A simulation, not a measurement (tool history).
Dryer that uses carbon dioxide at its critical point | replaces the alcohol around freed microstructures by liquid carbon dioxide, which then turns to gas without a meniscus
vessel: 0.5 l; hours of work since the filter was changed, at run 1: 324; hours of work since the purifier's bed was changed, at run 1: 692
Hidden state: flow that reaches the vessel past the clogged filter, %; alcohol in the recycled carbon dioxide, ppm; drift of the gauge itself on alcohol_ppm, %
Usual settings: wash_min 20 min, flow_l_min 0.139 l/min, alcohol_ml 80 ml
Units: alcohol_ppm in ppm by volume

run	hour	wash_min	flow_l_min	alcohol_ml	hours of work since the filter was changed	hours of work since the purifier's bed was changed	alcohol_ppm
1	0.0	20	0.139	80	324	692	4825
2	64.3	20	0.139	80	359	728	5167
3	104.0	20	0.139	80	382	750	5310
# hour 118.6: inlet filter changed
4	166.9	20	0.139	80	27	785	3306
5	233.4	20	0.139	80	64	822	3540
6	298.3	20	0.139	80	100	858	3791
7	355.7	20	0.139	80	132	890	3852
8	425.0	20	0.139	80	171	929	4030
9	471.4	20	0.139	80	197	955	4172
10	525.4	20	0.139	80	227	985	4407
11	595.4	20	0.139	80	266	1024	4824
12	643.8	20	0.139	80	293	1051	5026
13	711.5	20	0.139	80	331	1089	5213
14	772.1	20	0.139	28	365	1123	2060
# hour 815.7: inlet filter changed
15	840.4	20	0.139	28	14	1160	1351
16	883.1	20	0.139	28	38	1184	1397
17	951.9	20	0.139	28	76	1222	1505
18	982.1	20	0.139	28	93	1239	1529
19	1050.9	20	0.139	80	131	1278	4086
20	1094.0	20	0.139	80	155	1302	4227
# hour 1111.9: purifier's bed changed
21	1160.9	13	0.139	80	191	27	14564
22	1231.1	13	0.139	80	230	67	15480
23	1282.2	20	0.139	80	259	95	4562
24	1350.8	14	0.133	62	297	133	12104
25	1387.1	14	0.133	62	317	154	12102
26	1416.0	25	0.156	30	333	170	532
27	1467.4	25	0.156	30	362	198	574
# hour 1514.5: inlet filter changed
28	1530.7	25	0.233	95	9	233	104
29	1564.1	22	0.187	40	28	252	309
30	1623.2	13	0.106	25	61	285	7136
31	1665.5	20	0.153	28	84	308	894
32	1710.8	20	0.153	28	110	334	964
33	1739.5	15	0.158	52	126	350	4149
34	1770.0	13	0.134	21	143	367	4065
35	1840.1	13	0.134	21	182	406	4143
36	1893.6	26	0.139	80	212	436	1457
37	1947.5	23	0.160	31	242	466	618
38	1990.9	23	0.089	40	266	490	5493
39	2059.3	23	0.089	40	304	528	5725
40	2104.8	21	0.127	35	330	554	2525
41	2160.5	21	0.127	35	361	585	2571
42	2199.8	21	0.127	35	383	607	2793
# hour 2207.5: inlet filter changed
43	2249.4	20	0.139	55	23	634	2325
44	2286.8	20	0.139	68	44	655	2917
45	2345.6	21	0.139	69	77	688	2632
46	2398.5	24	0.108	81	107	717	4600

Hidden state or all else? Some run-to-run changes of alcohol_ppm, split into what the settings, what came in and random variation would give without the hidden state, and what is left for the hidden state (with any gauge scatter that isn't in both results):
Run 3 -> 4: inlet filter changed. alcohol_ppm -2004 ppm by volume: hidden state -1980, all else -24.
Run 20 -> 21: wash_min 20 -> 13, purifier's bed changed. alcohol_ppm +10337 ppm by volume: hidden state +1515, all else +8822.
Run 22 -> 23: wash_min 13 -> 20. alcohol_ppm -10918 ppm by volume: hidden state -1775, all else -9143.
Run 25 -> 26: wash_min 14 -> 25, flow_l_min 0.133 -> 0.156, alcohol_ml 62 -> 30. alcohol_ppm -11570 ppm by volume: hidden state -3234, all else -8336.

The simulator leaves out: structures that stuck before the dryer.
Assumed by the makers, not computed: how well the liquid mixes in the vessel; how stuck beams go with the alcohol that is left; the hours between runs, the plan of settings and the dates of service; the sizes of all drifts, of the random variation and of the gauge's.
